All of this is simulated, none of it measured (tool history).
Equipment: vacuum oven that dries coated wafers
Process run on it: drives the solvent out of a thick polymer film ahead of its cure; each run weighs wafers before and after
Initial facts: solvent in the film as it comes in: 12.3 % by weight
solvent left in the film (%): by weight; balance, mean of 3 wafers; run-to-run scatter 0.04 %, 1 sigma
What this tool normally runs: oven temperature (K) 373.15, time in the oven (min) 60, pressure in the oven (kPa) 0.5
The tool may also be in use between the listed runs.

{"run": 1, "day": 0.0, "oven temperature (K)": 373.15, "time in the oven (min)": 60, "pressure in the oven (kPa)": 0.5, "solvent left in the film (%)": 1.69}
{"run": 2, "day": 0.962, "oven temperature (K)": 373.15, "time in the oven (min)": 60, "pressure in the oven (kPa)": 0.5, "solvent left in the film (%)": 1.72}
{"run": 3, "day": 2.208, "oven temperature (K)": 373.15, "time in the oven (min)": 60, "pressure in the oven (kPa)": 0.5, "solvent left in the film (%)": 1.74}
{"run": 4, "day": 3.171, "oven temperature (K)": 367.15, "time in the oven (min)": 60, "pressure in the oven (kPa)": 0.5, "solvent left in the film (%)": 2.74}
{"run": 5, "day": 3.754, "oven temperature (K)": 367.15, "time in the oven (min)": 60, "pressure in the oven (kPa)": 0.5, "solvent left in the film (%)": 2.84}
{"run": 6, "day": 4.721, "oven temperature (K)": 367.15, "time in the oven (min)": 60, "pressure in the oven (kPa)": 0.5, "solvent left in the film (%)": 2.84}
{"day": 5.512, "done": "oven's thermocouples calibrated"}
{"run": 7, "day": 5.833, "oven temperature (K)": 372.15, "time in the oven (min)": 64, "pressure in the oven (kPa)": 0.722, "solvent left in the film (%)": 2.05}
{"run": 8, "day": 6.533, "oven temperature (K)": 373.15, "time in the oven (min)": 103, "pressure in the oven (kPa)": 0.5, "solvent left in the film (%)": 0.82}
{"day": 6.688, "done": "vacuum gauge cleaned of residue and calibrated"}
{"run": 9, "day": 7.567, "oven temperature (K)": 384.15, "time in the oven (min)": 76, "pressure in the oven (kPa)": 0.317, "solvent left in the film (%)": 0.48}
{"run": 10, "day": 8.638, "oven temperature (K)": 376.15, "time in the oven (min)": 71, "pressure in the oven (kPa)": 0.933, "solvent left in the film (%)": 1.39}
{"run": 11, "day": 9.475, "oven temperature (K)": 363.15, "time in the oven (min)": 44, "pressure in the oven (kPa)": 0.826, "solvent left in the film (%)": 5.3}
{"run": 12, "day": 10.062, "oven temperature (K)": 375.15, "time in the oven (min)": 41, "pressure in the oven (kPa)": 0.405, "solvent left in the film (%)": 2.64}

Forecast each of these 5 alternatives for the next run:
{"run": "A", "day": 10.921, "oven temperature (K)": 373.15, "time in the oven (min)": 52, "pressure in the oven (kPa)": 0.5, "solvent left in the film (%)": "?"}
{"run": "B", "day": 10.921, "oven temperature (K)": 375.15, "time in the oven (min)": 47, "pressure in the oven (kPa)": 0.405, "solvent left in the film (%)": "?"}
{"run": "C", "day": 10.921, "oven temperature (K)": 375.15, "time in the oven (min)": 41, "pressure in the oven (kPa)": 1.448, "solvent left in the film (%)": "?"}
{"run": "D", "day": 10.921, "oven temperature (K)": 362.15, "time in the oven (min)": 33, "pressure in the oven (kPa)": 0.491, "solvent left in the film (%)": "?"}
{"run": "E", "day": 10.921, "oven temperature (K)": 373.15, "time in the oven (min)": 55, "pressure in the oven (kPa)": 0.328, "solvent left in the film (%)": "?"}

run=A solvent_left_in_the_film_(%)=2.33
run=B solvent_left_in_the_film_(%)=2.23
run=C solvent_left_in_the_film_(%)=3.22
run=D solvent_left_in_the_film_(%)=6.14
run=E solvent_left_in_the_film_(%)=2.08
Without the tool's unlogged condition, the same runs would have read:
run=A solvent_left_in_the_film_(%)=2.18
run=B solvent_left_in_the_film_(%)=2.09
run=C solvent_left_in_the_film_(%)=3.1
run=D solvent_left_in_the_film_(%)=6.01
run=E solvent_left_in_the_film_(%)=1.94

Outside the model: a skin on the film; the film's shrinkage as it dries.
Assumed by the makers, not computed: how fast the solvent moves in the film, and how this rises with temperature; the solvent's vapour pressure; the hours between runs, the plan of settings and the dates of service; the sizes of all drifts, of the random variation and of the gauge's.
